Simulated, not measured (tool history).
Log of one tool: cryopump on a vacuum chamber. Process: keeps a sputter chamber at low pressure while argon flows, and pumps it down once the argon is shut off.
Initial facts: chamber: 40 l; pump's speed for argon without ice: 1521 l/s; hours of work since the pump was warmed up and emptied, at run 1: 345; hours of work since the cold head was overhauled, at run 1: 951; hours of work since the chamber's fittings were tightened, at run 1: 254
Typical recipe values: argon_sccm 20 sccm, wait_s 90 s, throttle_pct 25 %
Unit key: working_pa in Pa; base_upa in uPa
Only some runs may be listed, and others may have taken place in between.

run,day,argon_sccm,wait_s,throttle_pct,hours of work since the pump was warmed up and emptied,hours of work since the cold head was overhauled,hours of work since the chamber's fittings were tightened,working_pa,base_upa
1,0.000,20,90,25,345,951,254,0.0946,1.52
2,2.325,20,90,25,384,989,292,0.0945,1.62
3,3.758,20,90,25,408,1013,316,0.0956,1.68
4,6.429,20,26,25,452,1057,360,0.0957,3.87
5,8.633,20,181,25,488,1094,397,0.0955,1.34
6,10.525,20,181,25,520,1125,428,0.0974,1.41
# day 12.017: pump warmed up, emptied and cooled again
7,12.017,20,181,25,0,1147,450,0.0888,1.18
8,13.783,10,90,25,29,1176,479,0.0451,1.68
9,16.525,10,90,25,75,1221,524,0.0452,1.71
10,17.812,20,90,25,96,1243,546,0.0893,1.83
11,20.500,20,90,25,141,1287,590,0.0907,1.83
12,22.775,20,90,25,178,1325,628,0.0901,1.89
13,24.933,20,34,25,214,1361,664,0.0910,3.47
14,26.746,20,34,25,244,1391,694,0.0914,3.48
15,29.046,20,90,25,282,1429,732,0.0920,2.12
16,31.771,20,90,25,328,1474,777,0.0936,2.27
17,33.767,20,90,25,361,1507,810,0.0919,2.29
18,36.146,20,90,25,400,1547,850,0.0945,2.28
19,38.608,21,37,27,441,1588,891,0.0916,3.65
20,40.921,9,37,28,479,1626,929,0.0384,3.82
21,42.375,9,37,28,504,1650,953,0.0388,3.80
22,43.483,9,37,28,522,1669,971,0.0383,3.84
# day 44.817: pump warmed up, emptied and cooled again
23,45.708,40,90,16,15,1702,1005,0.2809,2.29
24,47.708,20,40,25,48,1735,1038,0.0898,3.47
25,49.700,20,69,35,81,1768,1071,0.0642,2.73
26,51.992,9,66,35,119,1806,1109,0.0287,2.80
27,53.217,19,66,51,139,1827,1129,0.0428,2.81
28,55.267,20,205,50,173,1861,1163,0.0464,2.07
29,56.721,20,205,50,197,1885,1188,0.0468,2.13
30,57.842,29,143,55,216,1903,1206,0.0630,2.37
31,59.858,29,143,55,249,1937,1240,0.0633,2.35
32,61.317,29,143,55,274,1961,1264,0.0635,2.31
33,62.829,10,37,36,299,1986,1289,0.0321,3.96

What differs in the tool's unlogged condition from the final listed run ahead of each entry between runs to the first listed run following it?
From run 6 to run 7: pump warmed up, emptied and cooled again (day 12.017)
  pump's speed, % of a pump's without ice: 75.2 -> 99.9; cold plate's temperature, K: 12.6 -> 12.61; leak into the chamber, uPa l/s: 1062 -> 1099
  what was measured, less what the result would be without the hidden state, working_pa: +0.0078 -> +0.0003 Pa; base_upa: +0.76 -> +0.53 uPa
From run 22 to run 23: pump warmed up, emptied and cooled again (day 44.817)
  pump's speed, % of a pump's without ice: 77.2 -> 99; cold plate's temperature, K: 12.77 -> 12.78; leak into the chamber, uPa l/s: 1968 -> 2020
  what was measured, less what the result would be without the hidden state, working_pa: +0.0032 -> +0.0012 Pa; base_upa: +1.48 -> +1.18 uPa

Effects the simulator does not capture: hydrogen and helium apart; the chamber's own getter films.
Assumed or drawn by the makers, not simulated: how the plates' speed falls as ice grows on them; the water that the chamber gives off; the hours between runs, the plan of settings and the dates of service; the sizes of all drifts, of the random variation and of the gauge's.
